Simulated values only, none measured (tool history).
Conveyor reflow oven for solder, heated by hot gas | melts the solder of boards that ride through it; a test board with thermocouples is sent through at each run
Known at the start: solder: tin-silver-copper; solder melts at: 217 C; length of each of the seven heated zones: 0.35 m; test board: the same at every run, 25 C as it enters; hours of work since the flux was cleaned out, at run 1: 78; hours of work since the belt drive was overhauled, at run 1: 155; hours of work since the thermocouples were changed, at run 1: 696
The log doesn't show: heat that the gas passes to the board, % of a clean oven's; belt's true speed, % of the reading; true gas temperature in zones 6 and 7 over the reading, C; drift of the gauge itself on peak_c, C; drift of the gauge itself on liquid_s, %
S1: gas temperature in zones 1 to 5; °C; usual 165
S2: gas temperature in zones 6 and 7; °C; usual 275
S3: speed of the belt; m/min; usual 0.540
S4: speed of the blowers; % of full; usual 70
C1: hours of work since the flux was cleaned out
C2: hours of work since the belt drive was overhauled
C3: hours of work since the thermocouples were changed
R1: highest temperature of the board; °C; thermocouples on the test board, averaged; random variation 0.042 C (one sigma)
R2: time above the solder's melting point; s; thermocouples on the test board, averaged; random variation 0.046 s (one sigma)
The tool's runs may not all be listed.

run   hour   S1   S2     S3  S4   C1   C2   C3      R1     R2
  1    0.0  165  275  0.540  70   78  155  696  255.96  57.22
  2   10.2  165  268  0.540  70   83  160  702  249.80  52.85
  3   21.8  165  268  0.540  70   90  167  708  249.79  52.88
  4   28.5  165  268  0.540  70   94  171  712  249.77  52.87
  5   34.8  165  273  0.540  70   98  174  716  254.09  56.00
  6   44.8  165  275  0.540  70  103  180  721  255.79  57.29
  7   53.7  165  275  0.540  54  108  185  726  248.38  49.91
  8   61.6  165  275  0.487  70  113  190  731  259.41  66.92
  9   68.5  165  275  0.540  70  117  194  735  255.76  57.20
 10   80.0  165  275  0.540  70  123  200  742  255.73  57.23
 11   87.8  165  275  0.540  70  128  205  746  255.64  57.22
      93.4  -- flux residue cleaned out of gas plates and filters
 12   98.7  165  284  0.540  70    3  208  749  263.26  61.87
 13  104.6  165  284  0.540  70    6  212  753  263.25  61.82
 14  112.3  165  284  0.540  70   11  216  757  263.28  61.84
 15  120.2  152  275  0.540  70   15  221  762  253.02  51.34
 16  132.2  152  264  0.540  79   22  227  769  246.76  47.29
 17  140.3  172  289  0.612  58   27  232  773  257.45  51.85
     146.8  -- flux residue cleaned out of gas plates and filters, once more
 18  154.2  172  289  0.612  58    4  237  778  258.17  52.45
 19  164.2  163  286  0.493  65   10  243  784  266.81  69.66
 20  170.1  165  275  0.540  72   13  246  787  256.80  58.12
 21  177.6  152  275  0.540  89   18  251  792  260.13  57.72
 22  185.6  169  278  0.530  54   22  255  796  252.95  56.25
 23  197.3  165  272  0.637  70   29  262  803  246.89  41.39
 24  207.8  159  269  0.540  70   35  268  809  249.74  50.98
 25  219.3  159  269  0.540  70   42  274  816  249.78  50.98
 26  228.1  178  275  0.583  70   47  279  821  255.70  56.68
 27  235.9  165  275  0.626  63   51  284  825  246.70  41.44
 28  248.5  165  275  0.626  63   58  291  832  246.75  41.34
 29  257.5  165  271  0.540  51   63  296  837  243.62  45.12
 30  268.4  151  281  0.533  61   70  303  844  254.82  52.57

Forecast each of these 4 alternatives for the next run:
  A  277.7  165  275  0.540  67  75  308  849   ?   ?
  B  277.7  152  271  0.540  81  75  308  849   ?   ?
  C  277.7  165  284  0.540  82  75  308  849   ?   ?
  D  277.7  158  275  0.629  70  75  308  849   ?   ?

run      R1     R2
  A  254.73  56.37
  B  254.01  53.13
  C  267.91  64.94
  D  248.01  40.98
Without the tool's hidden state the same runs would have given:
run      R1     R2
  A  254.72  56.31
  B  254.08  53.20
  C  267.96  64.85
  D  248.19  41.11
